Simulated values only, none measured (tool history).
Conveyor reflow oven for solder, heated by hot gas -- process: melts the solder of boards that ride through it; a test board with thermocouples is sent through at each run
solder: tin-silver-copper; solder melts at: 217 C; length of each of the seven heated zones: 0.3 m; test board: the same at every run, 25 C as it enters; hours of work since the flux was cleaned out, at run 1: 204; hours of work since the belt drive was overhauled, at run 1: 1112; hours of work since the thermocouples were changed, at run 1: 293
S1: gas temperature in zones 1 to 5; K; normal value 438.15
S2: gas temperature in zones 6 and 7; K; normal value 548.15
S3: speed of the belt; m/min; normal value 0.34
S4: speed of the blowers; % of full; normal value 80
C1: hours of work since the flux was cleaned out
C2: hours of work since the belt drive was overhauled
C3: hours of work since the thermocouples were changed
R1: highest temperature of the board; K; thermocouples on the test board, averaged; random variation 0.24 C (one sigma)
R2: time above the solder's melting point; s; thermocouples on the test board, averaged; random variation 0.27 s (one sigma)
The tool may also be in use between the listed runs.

run   hour      S1      S2     S3  S4   C1    C2   C3      R1    R2
  1      0  438.15  548.15   0.34  80  204  1112  293  533.85  84.1
  2   79.8  438.15  543.15   0.34  80  259  1166  348  529.75  80.2
  3  134.4  438.15  543.15   0.34  80  296  1204  386  529.45  80.2
  4  207.8  438.15  563.15   0.34  80  347  1254  436  547.55  92.8
     233.6  -- flux residue cleaned out of gas plates and filters
  5  254.6  438.15  563.15   0.34  80   14  1283  465  547.65  93.2
  6  308.1  438.15  548.15   0.34  80   51  1320  502  534.15  83.9
  7  397.2  427.15  548.15   0.34  80  112  1381  563  532.65    78
  8  476.5  439.15  548.15  0.303  57  167  1436  617  532.35  91.7
  9  567.1  439.15  548.15  0.303  57  229  1498  680  532.55  92.1
     596.8  -- belt drive overhauled, speed set with a stopwatch
 10  664.4  439.15  548.15  0.303  57  293    46  744  532.15  92.2
 11  751.9  440.15  550.15  0.392  82  353   107  804  531.35  70.7
     768.5  -- flux residue cleaned out of gas plates and filters
 12    827  438.15  548.15  0.384  63   40   155  852  525.45  64.4
 13  880.3  438.15  548.15  0.384  63   77   191  889  524.45  64.5

Below are 4 alternative next runs, each starting from the tool's condition after run 13. Predict each:
  A  930.6  438.15  540.15  0.384  63  111  226  923   ?   ?
  B  930.6  430.15  548.15  0.376  63  111  226  923   ?   ?
  C  930.6  438.15  548.15  0.384  63  111  226  923   ?   ?
  D  930.6  448.15  548.15   0.34  80  111  226  923   ?   ?

run      R1    R2
  A  518.15  57.5
  B  523.85  62.3
  C  524.95  64.8
  D  535.25  88.7
What these runs would have given with no unlogged condition in the tool:
run      R1    R2
  A  518.15  57.6
  B  523.95  62.3
  C  524.95  64.8
  D  535.25  88.7
